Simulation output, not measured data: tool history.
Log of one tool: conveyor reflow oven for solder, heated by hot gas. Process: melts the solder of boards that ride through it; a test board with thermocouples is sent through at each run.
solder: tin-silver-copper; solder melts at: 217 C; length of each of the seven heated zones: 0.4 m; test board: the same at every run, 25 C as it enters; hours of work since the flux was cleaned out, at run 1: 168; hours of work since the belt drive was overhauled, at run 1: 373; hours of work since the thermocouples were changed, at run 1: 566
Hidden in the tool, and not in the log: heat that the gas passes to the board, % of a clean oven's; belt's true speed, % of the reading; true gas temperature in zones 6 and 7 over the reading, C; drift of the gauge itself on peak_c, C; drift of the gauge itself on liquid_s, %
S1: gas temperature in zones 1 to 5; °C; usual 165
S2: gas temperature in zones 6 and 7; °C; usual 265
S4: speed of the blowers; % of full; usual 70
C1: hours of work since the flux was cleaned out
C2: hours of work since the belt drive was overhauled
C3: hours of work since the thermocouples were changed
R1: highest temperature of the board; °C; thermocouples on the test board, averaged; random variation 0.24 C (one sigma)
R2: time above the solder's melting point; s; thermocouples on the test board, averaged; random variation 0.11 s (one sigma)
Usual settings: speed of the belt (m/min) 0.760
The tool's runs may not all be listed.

run 1 hour=0.0 | S1=165 S2=265 speed_of_the_belt_(m/min)=0.760 S4=70 | C1=168 C2=373 C3=566 | R1=248.3 R2=43.2
-- hour=26.1 flux residue cleaned out of gas plates and filters
run 2 hour=34.8 | S1=165 S2=265 speed_of_the_belt_(m/min)=0.760 S4=70 | C1=6 C2=392 C3=585 | R1=248.9 R2=43.7
run 3 hour=50.6 | S1=165 S2=265 speed_of_the_belt_(m/min)=0.760 S4=70 | C1=16 C2=402 C3=595 | R1=249.0 R2=43.6
run 4 hour=69.5 | S1=165 S2=265 speed_of_the_belt_(m/min)=0.760 S4=70 | C1=28 C2=415 C3=608 | R1=249.0 R2=43.8
run 5 hour=96.3 | S1=165 S2=265 speed_of_the_belt_(m/min)=0.760 S4=70 | C1=46 C2=432 C3=625 | R1=248.5 R2=43.8
run 6 hour=124.4 | S1=165 S2=265 speed_of_the_belt_(m/min)=0.760 S4=70 | C1=64 C2=450 C3=643 | R1=248.6 R2=43.4
run 7 hour=154.5 | S1=165 S2=265 speed_of_the_belt_(m/min)=0.653 S4=70 | C1=84 C2=470 C3=663 | R1=252.5 R2=55.0
run 8 hour=169.9 | S1=177 S2=265 speed_of_the_belt_(m/min)=0.760 S4=70 | C1=94 C2=480 C3=673 | R1=250.5 R2=48.0
run 9 hour=196.5 | S1=165 S2=265 speed_of_the_belt_(m/min)=0.760 S4=63 | C1=111 C2=497 C3=690 | R1=246.5 R2=42.1
run 10 hour=213.1 | S1=157 S2=265 speed_of_the_belt_(m/min)=0.760 S4=70 | C1=122 C2=508 C3=701 | R1=247.0 R2=40.5
run 11 hour=240.6 | S1=157 S2=265 speed_of_the_belt_(m/min)=0.760 S4=70 | C1=140 C2=526 C3=719 | R1=247.4 R2=40.3
run 12 hour=270.6 | S1=157 S2=265 speed_of_the_belt_(m/min)=0.760 S4=70 | C1=159 C2=545 C3=739 | R1=246.7 R2=40.3
run 13 hour=285.5 | S1=165 S2=265 speed_of_the_belt_(m/min)=0.812 S4=70 | C1=169 C2=555 C3=748 | R1=246.0 R2=38.4
-- hour=311.5 flux residue cleaned out of gas plates and filters
run 14 hour=318.9 | S1=165 S2=265 speed_of_the_belt_(m/min)=0.812 S4=70 | C1=5 C2=574 C3=767 | R1=246.7 R2=38.9
run 15 hour=332.6 | S1=178 S2=269 speed_of_the_belt_(m/min)=0.812 S4=70 | C1=14 C2=582 C3=776 | R1=251.7 R2=45.7
run 16 hour=362.2 | S1=178 S2=269 speed_of_the_belt_(m/min)=0.812 S4=51 | C1=33 C2=602 C3=795 | R1=247.6 R2=42.1
run 17 hour=392.6 | S1=164 S2=269 speed_of_the_belt_(m/min)=0.891 S4=51 | C1=53 C2=622 C3=815 | R1=241.2 R2=29.6
run 18 hour=409.1 | S1=168 S2=273 speed_of_the_belt_(m/min)=0.760 S4=75 | C1=63 C2=632 C3=825 | R1=256.5 R2=49.0
run 19 hour=426.1 | S1=177 S2=273 speed_of_the_belt_(m/min)=0.760 S4=70 | C1=75 C2=643 C3=836 | R1=257.0 R2=51.5
run 20 hour=443.0 | S1=165 S2=265 speed_of_the_belt_(m/min)=0.748 S4=70 | C1=86 C2=654 C3=847 | R1=248.5 R2=44.1
run 21 hour=470.7 | S1=157 S2=266 speed_of_the_belt_(m/min)=0.708 S4=82 | C1=104 C2=672 C3=865 | R1=251.7 R2=47.9
run 22 hour=488.9 | S1=157 S2=266 speed_of_the_belt_(m/min)=0.708 S4=82 | C1=115 C2=684 C3=877 | R1=251.6 R2=47.9
run 23 hour=503.4 | S1=157 S2=266 speed_of_the_belt_(m/min)=0.708 S4=82 | C1=125 C2=694 C3=887 | R1=251.5 R2=47.6
run 24 hour=519.5 | S1=157 S2=266 speed_of_the_belt_(m/min)=0.708 S4=82 | C1=135 C2=704 C3=897 | R1=251.1 R2=47.6

3 ways to go on from here, each from the tool as it stands after run 24. What would each give?
run A hour=547.0 | S1=154 S2=260 speed_of_the_belt_(m/min)=0.708 S4=71 | C1=153 C2=722 C3=915 | R1=? R2=?
run B hour=547.0 | S1=161 S2=266 speed_of_the_belt_(m/min)=0.847 S4=82 | C1=153 C2=722 C3=915 | R1=? R2=?
run C hour=547.0 | S1=157 S2=260 speed_of_the_belt_(m/min)=0.828 S4=84 | C1=153 C2=722 C3=915 | R1=? R2=?

run=A R1=243.8 R2=41.0
run=B R1=246.4 R2=36.6
run=C R1=241.5 R2=33.5
Without the tool's hidden state the same runs would have given:
run=A R1=247.3 R2=43.4
run=B R1=250.0 R2=38.5
run=C R1=245.1 R2=35.8
